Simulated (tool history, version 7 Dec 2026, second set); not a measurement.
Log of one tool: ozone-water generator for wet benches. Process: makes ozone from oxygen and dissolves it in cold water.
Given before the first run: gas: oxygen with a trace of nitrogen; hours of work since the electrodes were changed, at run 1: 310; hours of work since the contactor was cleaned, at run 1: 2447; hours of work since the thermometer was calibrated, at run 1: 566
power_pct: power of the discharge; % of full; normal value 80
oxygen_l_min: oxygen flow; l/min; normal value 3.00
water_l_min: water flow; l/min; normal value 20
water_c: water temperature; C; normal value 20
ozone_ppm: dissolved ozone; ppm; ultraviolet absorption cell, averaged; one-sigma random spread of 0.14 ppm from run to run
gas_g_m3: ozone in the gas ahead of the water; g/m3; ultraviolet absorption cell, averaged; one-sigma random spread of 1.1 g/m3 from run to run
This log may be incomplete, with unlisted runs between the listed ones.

| run | day | power_pct | oxygen_l_min | water_l_min | water_c | hours of work since the electrodes were changed | hours of work since the contactor was cleaned | hours of work since the thermometer was calibrated | ozone_ppm | gas_g_m3 |
|---|---|---|---|---|---|---|---|---|---|---|
| 1 | 0.000 | 80 | 3.00 | 20 | 20 | 310 | 2447 | 566 | 16.3 | 200.9 |
| 2 | 0.771 | 80 | 3.00 | 20 | 20 | 322 | 2459 | 578 | 16.2 | 202.7 |
| 3 | 1.600 | 80 | 3.00 | 20 | 20 | 335 | 2472 | 591 | 16.1 | 202.6 |
| 4 | 2.912 | 80 | 3.00 | 24 | 20 | 355 | 2492 | 611 | 13.7 | 201.0 |
| 5 | 4.404 | 80 | 3.00 | 17 | 20 | 378 | 2515 | 634 | 18.6 | 199.7 |
|  | 4.583 | water thermometer calibrated |
| 6 | 5.938 | 80 | 3.00 | 20 | 20 | 401 | 2538 | 21 | 16.2 | 200.4 |
| 7 | 7.312 | 80 | 3.00 | 20 | 20 | 422 | 2559 | 42 | 16.2 | 199.3 |
| 8 | 8.033 | 71 | 3.00 | 25 | 20 | 434 | 2571 | 53 | 12.1 | 182.5 |
| 9 | 9.375 | 54 | 3.01 | 15 | 17 | 454 | 2591 | 74 | 15.2 | 146.2 |
| 10 | 10.321 | 54 | 3.01 | 21 | 16 | 469 | 2606 | 89 | 11.4 | 146.6 |
| 11 | 11.762 | 98 | 4.14 | 13 | 20 | 491 | 2628 | 111 | 27.1 | 205.5 |
| 12 | 13.104 | 45 | 3.65 | 20 | 20 | 512 | 2649 | 132 | 10.7 | 115.7 |
|  | 13.933 | water thermometer calibrated, once more |
| 13 | 14.896 | 80 | 3.00 | 23 | 20 | 539 | 2676 | 15 | 14.2 | 197.8 |
| 14 | 16.100 | 80 | 3.00 | 23 | 20 | 558 | 2695 | 33 | 14.0 | 201.3 |

Consider 5 possible next runs. They are alternatives, not a sequence: every one starts from the tool as it was left by run 14. What does each give?
| A | 17.212 | 80 | 3.40 | 15 | 22 | 575 | 2712 | 51 | ? | ? |
| B | 17.212 | 61 | 1.93 | 13 | 20 | 575 | 2712 | 51 | ? | ? |
| C | 17.212 | 80 | 3.84 | 27 | 22 | 575 | 2712 | 51 | ? | ? |
| D | 17.212 | 61 | 2.30 | 25 | 20 | 575 | 2712 | 51 | ? | ? |
| E | 17.212 | 80 | 3.00 | 15 | 26 | 575 | 2712 | 51 | ? | ? |

| run | ozone_ppm | gas_g_m3 |
|---|---|---|
| A | 20.0 | 187.7 |
| B | 16.8 | 196.2 |
| C | 12.9 | 176.5 |
| D | 9.9 | 179.9 |
| E | 18.8 | 200.4 |
What these runs would have given with no unlogged condition in the tool:
| run | ozone_ppm | gas_g_m3 |
|---|---|---|
| A | 20.8 | 191.5 |
| B | 17.3 | 199.3 |
| C | 13.4 | 180.0 |
| D | 10.3 | 182.8 |
| E | 19.5 | 204.5 |
